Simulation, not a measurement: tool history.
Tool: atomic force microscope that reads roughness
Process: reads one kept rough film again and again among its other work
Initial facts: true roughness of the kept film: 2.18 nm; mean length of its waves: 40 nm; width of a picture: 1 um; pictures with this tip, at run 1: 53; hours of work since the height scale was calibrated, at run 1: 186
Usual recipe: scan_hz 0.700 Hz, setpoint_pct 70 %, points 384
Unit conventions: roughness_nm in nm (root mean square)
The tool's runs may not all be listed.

run     day  scan_hz  setpoint_pct  points  pictures with this tip  hours of work since the height scale was calibrated  roughness_nm
  1   0.000    0.700            70     384                      53                                                  186         1.961
  2   0.596    0.700            70     574                      67                                                  195         1.945
  3   1.379    0.700            70     574                      84                                                  206         1.900
  4   2.271    0.700            70     384                     105                                                  220         1.871
  5   3.042    0.700            70     384                     122                                                  231         1.838
      3.396  -- new tip fitted
  6   3.692    0.700            70     326                       6                                                  241         2.069
  7   4.379    0.700            70     384                      22                                                  251         2.013
  8   5.088    0.700            70     384                      38                                                  262         1.999
  9   5.775    0.700            70     384                      54                                                  272         1.976
 10   6.604    0.700            70     384                      72                                                  285         1.931
 11   7.167    0.700            70     384                      85                                                  293         1.911
 12   7.600    0.700            70     384                      95                                                  300         1.909
 13   8.304    0.700            70     384                     111                                                  310         1.863
 14   8.883    0.700            70     384                     124                                                  319         1.844
      9.162  -- new tip fitted
 15   9.267    0.700            70     384                       2                                                  324         2.081
 16  10.158    0.700            70     384                      22                                                  338         2.022
     10.246  -- height scale calibrated on a step standard
 17  10.971    0.700            66     384                      40                                                   11         2.013
 18  11.738    0.700            80     384                      57                                                   22         1.954
 19  12.404    0.700            80     384                      72                                                   33         1.935
 20  12.967    0.700            80     384                      85                                                   41         1.898
 21  13.750    0.700            70     384                     103                                                   53         1.870
 22  14.267    0.700            70     384                     114                                                   61         1.869
 23  14.779    0.700            70     579                     126                                                   68         1.864
     14.971  -- new tip fitted
     15.146  -- height scale calibrated on a step standard, once more
 24  15.729    0.700            70     579                      16                                                    9         2.027
 25  16.621    0.700            70     579                      36                                                   22         1.992
 26  17.333    0.700            70     417                      52                                                   33         1.960
 27  18.133    0.700            66     417                      71                                                   45         1.920
 28  18.638    1.849            64     568                      82                                                   53         1.888
 29  19.296    1.849            64     568                      97                                                   62         1.859
 30  19.729    1.849            64     568                     107                                                   69         1.827
 31  20.279    1.849            64     972                     119                                                   77         1.836
     20.792  -- new tip fitted
 32  20.971    1.849            89     972                       4                                                   87         1.954
 33  21.433    0.633            89     260                      15                                                   94         2.002
 34  21.812    0.633            89     260                      24                                                  100         1.989
 35  22.596    1.181            68     384                      41                                                  112         1.967
 36  23.046    0.888            63     313                      51                                                  119         1.988
 37  23.550    0.888            63     313                      63                                                  126         1.963
 38  24.025    0.888            63     313                      74                                                  133         1.930
 39  24.554    0.700            63     278                      86                                                  141         1.905
 40  24.983    0.700            63     278                      95                                                  148         1.909
 41  25.400    0.700            63     278                     105                                                  154         1.872
 42  26.138    0.700            63     278                     122                                                  165         1.847
     26.562  -- new tip fitted
 43  26.767    0.700            63     278                       4                                                  174         2.050
 44  27.188    1.316            90     277                      14                                                  181         1.948
 45  28.062    1.316            90     277                      34                                                  194         1.904
 46  28.788    0.700            70     302                      50                                                  205         1.967
 47  29.338    0.595            70     283                      63                                                  213         1.950
 48  29.862    3.392            70     695                      74                                                  221         1.862
 49  30.408    3.392            70     695                      87                                                  229         1.819
 50  30.996    1.168            55     960                     100                                                  238         1.897
 51  31.538    3.322            68     919                     112                                                  246         1.789
 52  31.992    0.992            79     757                     123                                                  253         1.816

Consider 3 possible next runs. They are alternatives, not a sequence: every one starts from the tool as it was left by run 52. What does each give?
     32.317  -- new tip fitted
  A  32.429    1.803            77     924                       2                                                  259             ?
     32.317  -- new tip fitted
  B  32.429    0.992            58     757                       2                                                  259             ?
     32.317  -- new tip fitted
  C  32.429    0.823            79     757                       2                                                  259             ?

run  roughness_nm
  A         2.023
  B         2.090
  C         2.051
With no hidden state in the tool, these same runs would have given:
run  roughness_nm
  A         2.031
  B         2.098
  C         2.059
